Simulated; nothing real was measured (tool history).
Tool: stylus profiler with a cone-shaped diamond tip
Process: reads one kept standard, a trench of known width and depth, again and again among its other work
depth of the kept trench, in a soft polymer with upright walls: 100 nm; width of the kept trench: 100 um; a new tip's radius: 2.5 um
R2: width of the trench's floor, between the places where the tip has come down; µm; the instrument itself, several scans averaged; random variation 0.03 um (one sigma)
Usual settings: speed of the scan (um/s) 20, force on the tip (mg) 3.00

run 1 hour=0.0 | speed_of_the_scan_(um/s)=20 force_on_the_tip_(mg)=3.00 | depth_of_the_trench_(nm)=101.19 R2=97.50
-- hour=37.5 new tip fitted, height scale calibrated
run 2 hour=74.1 | speed_of_the_scan_(um/s)=20 force_on_the_tip_(mg)=2.23 | depth_of_the_trench_(nm)=101.17 R2=98.47
run 3 hour=180.1 | speed_of_the_scan_(um/s)=20 force_on_the_tip_(mg)=2.23 | depth_of_the_trench_(nm)=101.12 R2=98.41
run 4 hour=244.9 | speed_of_the_scan_(um/s)=20 force_on_the_tip_(mg)=3.00 | depth_of_the_trench_(nm)=101.32 R2=98.47
run 5 hour=300.7 | speed_of_the_scan_(um/s)=20 force_on_the_tip_(mg)=2.16 | depth_of_the_trench_(nm)=101.27 R2=98.38
run 6 hour=363.7 | speed_of_the_scan_(um/s)=31 force_on_the_tip_(mg)=3.00 | depth_of_the_trench_(nm)=101.55 R2=98.36
run 7 hour=467.0 | speed_of_the_scan_(um/s)=31 force_on_the_tip_(mg)=3.00 | depth_of_the_trench_(nm)=101.70 R2=98.29
run 8 hour=528.8 | speed_of_the_scan_(um/s)=31 force_on_the_tip_(mg)=3.00 | depth_of_the_trench_(nm)=101.50 R2=98.26
run 9 hour=626.1 | speed_of_the_scan_(um/s)=31 force_on_the_tip_(mg)=3.00 | depth_of_the_trench_(nm)=101.47 R2=98.24
run 10 hour=732.8 | speed_of_the_scan_(um/s)=20 force_on_the_tip_(mg)=3.00 | depth_of_the_trench_(nm)=101.65 R2=98.27
run 11 hour=842.3 | speed_of_the_scan_(um/s)=20 force_on_the_tip_(mg)=4.09 | depth_of_the_trench_(nm)=101.80 R2=98.27
run 12 hour=930.5 | speed_of_the_scan_(um/s)=20 force_on_the_tip_(mg)=1.20 | depth_of_the_trench_(nm)=101.08 R2=98.13
run 13 hour=1021.7 | speed_of_the_scan_(um/s)=21 force_on_the_tip_(mg)=3.00 | depth_of_the_trench_(nm)=101.69 R2=98.20
run 14 hour=1086.8 | speed_of_the_scan_(um/s)=20 force_on_the_tip_(mg)=3.00 | depth_of_the_trench_(nm)=101.68 R2=98.21
run 15 hour=1162.0 | speed_of_the_scan_(um/s)=18 force_on_the_tip_(mg)=3.00 | depth_of_the_trench_(nm)=101.67 R2=98.15
run 16 hour=1209.8 | speed_of_the_scan_(um/s)=18 force_on_the_tip_(mg)=3.00 | depth_of_the_trench_(nm)=101.69 R2=98.10
run 17 hour=1292.3 | speed_of_the_scan_(um/s)=18 force_on_the_tip_(mg)=3.00 | depth_of_the_trench_(nm)=101.69 R2=98.15
run 18 hour=1367.1 | speed_of_the_scan_(um/s)=18 force_on_the_tip_(mg)=3.00 | depth_of_the_trench_(nm)=101.69 R2=98.14
run 19 hour=1440.0 | speed_of_the_scan_(um/s)=20 force_on_the_tip_(mg)=3.00 | depth_of_the_trench_(nm)=101.66 R2=98.10
run 20 hour=1538.3 | speed_of_the_scan_(um/s)=20 force_on_the_tip_(mg)=3.00 | depth_of_the_trench_(nm)=101.75 R2=98.01
run 21 hour=1583.5 | speed_of_the_scan_(um/s)=20 force_on_the_tip_(mg)=3.00 | depth_of_the_trench_(nm)=101.84 R2=98.04
run 22 hour=1665.6 | speed_of_the_scan_(um/s)=42 force_on_the_tip_(mg)=3.00 | depth_of_the_trench_(nm)=101.84 R2=97.90
run 23 hour=1753.2 | speed_of_the_scan_(um/s)=20 force_on_the_tip_(mg)=4.28 | depth_of_the_trench_(nm)=102.31 R2=98.01
run 24 hour=1856.2 | speed_of_the_scan_(um/s)=20 force_on_the_tip_(mg)=4.28 | depth_of_the_trench_(nm)=102.20 R2=97.97
run 25 hour=1947.4 | speed_of_the_scan_(um/s)=67 force_on_the_tip_(mg)=6.00 | depth_of_the_trench_(nm)=102.60 R2=97.78
run 26 hour=2050.0 | speed_of_the_scan_(um/s)=67 force_on_the_tip_(mg)=6.00 | depth_of_the_trench_(nm)=102.60 R2=97.82
run 27 hour=2129.2 | speed_of_the_scan_(um/s)=7 force_on_the_tip_(mg)=1.60 | depth_of_the_trench_(nm)=101.49 R2=97.93
run 28 hour=2219.8 | speed_of_the_scan_(um/s)=7 force_on_the_tip_(mg)=1.60 | depth_of_the_trench_(nm)=101.55 R2=97.95
run 29 hour=2326.6 | speed_of_the_scan_(um/s)=30 force_on_the_tip_(mg)=3.57 | depth_of_the_trench_(nm)=102.18 R2=97.89
run 30 hour=2405.2 | speed_of_the_scan_(um/s)=20 force_on_the_tip_(mg)=2.92 | depth_of_the_trench_(nm)=101.90 R2=97.80
run 31 hour=2462.7 | speed_of_the_scan_(um/s)=20 force_on_the_tip_(mg)=3.14 | depth_of_the_trench_(nm)=101.97 R2=97.81
run 32 hour=2540.3 | speed_of_the_scan_(um/s)=20 force_on_the_tip_(mg)=3.14 | depth_of_the_trench_(nm)=102.21 R2=97.82
run 33 hour=2621.3 | speed_of_the_scan_(um/s)=20 force_on_the_tip_(mg)=3.14 | depth_of_the_trench_(nm)=101.98 R2=97.75
run 34 hour=2692.0 | speed_of_the_scan_(um/s)=20 force_on_the_tip_(mg)=3.14 | depth_of_the_trench_(nm)=102.18 R2=97.77
run 35 hour=2754.5 | speed_of_the_scan_(um/s)=6 force_on_the_tip_(mg)=2.63 | depth_of_the_trench_(nm)=101.92 R2=97.84
run 36 hour=2800.4 | speed_of_the_scan_(um/s)=20 force_on_the_tip_(mg)=2.00 | depth_of_the_trench_(nm)=101.83 R2=97.76
run 37 hour=2880.4 | speed_of_the_scan_(um/s)=20 force_on_the_tip_(mg)=2.00 | depth_of_the_trench_(nm)=101.85 R2=97.70
run 38 hour=2942.7 | speed_of_the_scan_(um/s)=12 force_on_the_tip_(mg)=1.50 | depth_of_the_trench_(nm)=101.83 R2=97.71
run 39 hour=3013.7 | speed_of_the_scan_(um/s)=26 force_on_the_tip_(mg)=3.00 | depth_of_the_trench_(nm)=102.15 R2=97.71
run 40 hour=3085.0 | speed_of_the_scan_(um/s)=26 force_on_the_tip_(mg)=3.00 | depth_of_the_trench_(nm)=102.25 R2=97.65
run 41 hour=3159.4 | speed_of_the_scan_(um/s)=26 force_on_the_tip_(mg)=3.00 | depth_of_the_trench_(nm)=102.30 R2=97.64
run 42 hour=3249.7 | speed_of_the_scan_(um/s)=5 force_on_the_tip_(mg)=1.35 | depth_of_the_trench_(nm)=101.80 R2=97.68
run 43 hour=3345.3 | speed_of_the_scan_(um/s)=5 force_on_the_tip_(mg)=1.35 | depth_of_the_trench_(nm)=101.84 R2=97.65
run 44 hour=3417.6 | speed_of_the_scan_(um/s)=5 force_on_the_tip_(mg)=1.35 | depth_of_the_trench_(nm)=101.77 R2=97.69
run 45 hour=3516.9 | speed_of_the_scan_(um/s)=5 force_on_the_tip_(mg)=1.35 | depth_of_the_trench_(nm)=101.78 R2=97.71

Forecast each of these 5 alternatives for the next run:
run A hour=3602.9 | speed_of_the_scan_(um/s)=13 force_on_the_tip_(mg)=3.09 | depth_of_the_trench_(nm)=? R2=?
run B hour=3602.9 | speed_of_the_scan_(um/s)=10 force_on_the_tip_(mg)=3.00 | depth_of_the_trench_(nm)=? R2=?
run C hour=3602.9 | speed_of_the_scan_(um/s)=59 force_on_the_tip_(mg)=1.28 | depth_of_the_trench_(nm)=? R2=?
run D hour=3602.9 | speed_of_the_scan_(um/s)=36 force_on_the_tip_(mg)=2.46 | depth_of_the_trench_(nm)=? R2=?
run E hour=3602.9 | speed_of_the_scan_(um/s)=5 force_on_the_tip_(mg)=4.51 | depth_of_the_trench_(nm)=? R2=?

run=A depth_of_the_trench_(nm)=102.32 R2=97.57
run=B depth_of_the_trench_(nm)=102.42 R2=97.56
run=C depth_of_the_trench_(nm)=101.84 R2=97.16
run=D depth_of_the_trench_(nm)=102.04 R2=97.50
run=E depth_of_the_trench_(nm)=102.76 R2=97.64
Without the tool's hidden state the same runs would have given:
run=A depth_of_the_trench_(nm)=101.31 R2=98.50
run=B depth_of_the_trench_(nm)=101.41 R2=98.49
run=C depth_of_the_trench_(nm)=100.84 R2=98.08
run=D depth_of_the_trench_(nm)=101.03 R2=98.43
run=E depth_of_the_trench_(nm)=101.75 R2=98.56

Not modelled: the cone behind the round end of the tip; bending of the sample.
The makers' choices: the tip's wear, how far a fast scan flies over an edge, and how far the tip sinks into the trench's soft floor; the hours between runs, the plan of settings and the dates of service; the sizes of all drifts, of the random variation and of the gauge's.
